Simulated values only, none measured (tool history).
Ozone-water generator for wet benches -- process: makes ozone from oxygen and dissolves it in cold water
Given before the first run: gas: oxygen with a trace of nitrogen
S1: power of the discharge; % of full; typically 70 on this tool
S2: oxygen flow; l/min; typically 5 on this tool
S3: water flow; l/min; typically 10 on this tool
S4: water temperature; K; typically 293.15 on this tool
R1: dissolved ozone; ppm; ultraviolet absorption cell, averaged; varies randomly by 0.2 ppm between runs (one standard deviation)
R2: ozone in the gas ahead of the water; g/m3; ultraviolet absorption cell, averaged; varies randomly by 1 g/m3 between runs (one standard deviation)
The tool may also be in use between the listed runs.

run     day  S1    S2  S3      S4    R1     R2
  1       0  70     5  10  293.15  25.8  178.3
  2   0.975  70     5   9  293.15  27.8  177.3
  3   1.808  70     5   9  293.15  27.5  177.1
  4   3.325  70     5   9  293.15  27.7  177.3
  5   4.504  70     5   9  293.15  27.2  178.1
  6   5.433  46     5  10  293.15  19.1    130
  7   6.833  46     5  10  293.15  18.7  129.8
  8   8.154  70     5  10  293.15  25.4  176.6
  9   8.904  70     5  10  293.15  25.4  177.8
 10   9.642  70     5  10  293.15  25.5  176.4
 11    10.8  70  3.95  10  293.15  27.1  202.3
 12  11.679  70  4.11  10  293.15  26.5  198.5
 13  12.475  70  4.11  10  293.15  26.3  199.4
 14  13.421  70  4.11  10  293.15  26.4  198.6
 15  14.112  70  4.11  12  293.15  22.9  198.9
 16   15.15  70  4.11  12  293.15  22.8  198.5
 17  16.342  76  4.85   8  294.15  30.6  189.2
 18  17.683  70  8.72  10  293.15  21.3  124.1
 19  18.625  76  2.84  10  289.15  30.9  261.9
 20  19.354  71     5  10  291.15  26.8    177
 21  20.771  70     5   9  293.15  26.8  174.4
 22  21.792  58  3.34   9  293.15  25.9  194.2
 23  23.188  58  3.34   9  293.15  25.6  196.2
 24   23.95  58  3.34   9  293.15  25.7    196
 25  25.083  48  3.84  10  293.15  20.3  157.9
 26  26.483  48  3.84   9  293.15  21.9  158.9
 27  27.358  96  3.24  11  293.15  31.8  284.1
 28  28.221  57  6.33  10  293.15  20.2  129.8
 29  29.212  57  6.33  10  293.15  20.3  129.5
 30  30.042  57  6.33  10  293.15  20.6  131.3
 31  31.046  57  3.68  10  288.15  24.9  180.5
 32   31.75  57  3.68  10  288.15  24.8  180.1

Pick out some run-to-run changes in R1. Of each, how much would a tool without hidden state show as well, from the settings, what came in and chance, and how much is left for the hidden state and any gauge scatter not in both results compared?
The hidden state here: yield of the discharge, % of new electrodes'; contactor's efficiency, % of a clean one's; true water temperature over the reading, C; drift of the gauge itself on ozone_ppm, %; drift of the gauge itself on gas_g_m3, %.
Run 18 -> 19: S1 70 -> 76, S2 8.72 -> 2.84, S4 293.15 -> 289.15. R1 +9.6 ppm: hidden state -1.1, all else +10.7.
Run 26 -> 27: S1 48 -> 96, S2 3.84 -> 3.24, S3 9 -> 11. R1 +9.9 ppm: hidden state -2.2, all else +12.1.
Run 27 -> 28: S1 96 -> 57, S2 3.24 -> 6.33, S3 11 -> 10. R1 -11.6 ppm: hidden state +2, all else -13.6.

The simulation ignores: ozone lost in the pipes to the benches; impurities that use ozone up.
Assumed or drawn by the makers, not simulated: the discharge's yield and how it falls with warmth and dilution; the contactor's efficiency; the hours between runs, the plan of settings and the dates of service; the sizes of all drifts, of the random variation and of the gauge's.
